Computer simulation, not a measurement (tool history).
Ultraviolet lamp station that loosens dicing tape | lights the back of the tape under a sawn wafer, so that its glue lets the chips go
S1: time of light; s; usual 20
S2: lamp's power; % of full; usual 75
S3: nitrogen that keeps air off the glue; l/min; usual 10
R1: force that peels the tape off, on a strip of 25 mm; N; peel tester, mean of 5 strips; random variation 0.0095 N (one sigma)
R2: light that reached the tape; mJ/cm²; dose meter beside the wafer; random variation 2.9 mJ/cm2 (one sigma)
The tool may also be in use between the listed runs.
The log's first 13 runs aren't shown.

run	hour	S1	S2	S3	R1	R2
14	85.4	20	68	10	0.488	375
15	89.2	20	68	10	0.509	377
16	94.2	20	68	10	0.497	372
17	100.4	20	68	10	0.486	371
18	105.2	20	68	10	0.492	379
19	112.7	20	75	10	0.400	409
# hour 115.7: window cleaned of glue's vapour
20	122.2	20	75	10	0.400	411
21	128.5	36	65	10	0.183	640
22	134.9	36	65	10	0.178	639
23	141.1	30	75	4	0.385	623
24	150.1	30	75	4	0.385	619
25	157.6	20	72	10	0.439	392
26	163.7	38	75	5	0.214	781
27	169.2	39	83	4	0.193	893
28	175.8	11	75	4	1.874	232
29	183.8	11	75	11	1.124	223
30	192.5	38	75	10	0.150	775
31	197.0	13	62	14	1.020	223
32	206.3	13	62	14	1.027	223
33	215.0	13	71	7	1.238	252
34	224.2	31	64	9	0.261	548
35	232.3	18	90	13	0.294	442
36	238.6	20	90	9	0.307	493
37	246.3	38	70	11	0.154	730

Forecast each of these 5 alternatives for the next run:
A	253.3	16	66	10	?	?
B	253.3	34	92	11	?	?
C	253.3	26	77	6	?	?
D	253.3	20	84	10	?	?
E	253.3	20	75	5	?	?

run	R1	R2
A	0.792	288
B	0.132	866
C	0.344	560
D	0.332	466
E	0.688	415
Without the tool's hidden state the same runs would have given:
run	R1	R2
A	0.791	288
B	0.132	867
C	0.343	561
D	0.332	466
E	0.687	415
